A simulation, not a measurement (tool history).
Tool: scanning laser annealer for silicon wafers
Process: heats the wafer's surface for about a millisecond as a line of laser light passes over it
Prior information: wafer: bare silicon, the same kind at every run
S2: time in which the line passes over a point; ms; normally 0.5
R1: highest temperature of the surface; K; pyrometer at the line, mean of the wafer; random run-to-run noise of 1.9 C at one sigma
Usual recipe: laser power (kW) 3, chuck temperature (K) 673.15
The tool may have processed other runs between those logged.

Run 1, hour 0: usual settings. Result: R1 1419.15 K.
Run 2, hour 9.1: usual settings but S2 0.378 ms. Result: R1 1331.15 K.
Run 3, hour 16.5: usual settings but S2 0.378 ms. Result: R1 1332.15 K.
Run 4, hour 22.5: usual settings but S2 0.378 ms. Result: R1 1329.15 K.
Run 5, hour 31.5: usual settings but S2 0.378 ms. Result: R1 1333.15 K.
Run 6, hour 38.2: usual settings. Result: R1 1421.15 K.
Run 7, hour 48.7: usual settings. Result: R1 1420.15 K.
At hour 51.3: window over the wafer cleaned.
Run 8, hour 61.1: usual settings. Result: R1 1409.15 K.
Run 9, hour 70.2: usual settings but laser power (kW) 2.653, S2 0.523 ms, chuck temperature (K) 672.15. Result: R1 1334.15 K.
At hour 79.3: window over the wafer cleaned, once more.
Run 10, hour 84.2: usual settings but laser power (kW) 3.284, S2 0.538 ms, chuck temperature (K) 672.15. Result: R1 1544.15 K.
Run 11, hour 90.4: usual settings but laser power (kW) 2.655, S2 0.576 ms, chuck temperature (K) 656.15. Result: R1 1381.15 K.
Run 12, hour 99.6: usual settings but laser power (kW) 2.655, S2 0.576 ms, chuck temperature (K) 656.15. Result: R1 1381.15 K.

Forecast each of these 5 alternatives for the next run:
Run A, hour 108: usual settings but laser power (kW) 2.846, S2 0.576 ms, chuck temperature (K) 656.15. Result: R1 ?.
Run B, hour 108: usual settings but laser power (kW) 3.222, S2 0.382 ms, chuck temperature (K) 662.15. Result: R1 ?.
Run C, hour 108: usual settings but laser power (kW) 2.655, S2 0.391 ms, chuck temperature (K) 656.15. Result: R1 ?.
Run D, hour 108: usual settings but laser power (kW) 2.809, S2 0.445 ms, chuck temperature (K) 693.15. Result: R1 ?.
Run E, hour 108: usual settings but laser power (kW) 2.565, S2 0.536 ms, chuck temperature (K) 641.15. Result: R1 ?.

run       R1
  A  1427.15
  B  1393.15
  C  1262.15
  D  1375.15
  E  1316.15
The same runs, with their run-to-run variation unchanged, on a tool lacking any hidden condition would have given:
run       R1
  A  1439.15
  B  1404.15
  C  1272.15
  D  1385.15
  E  1327.15
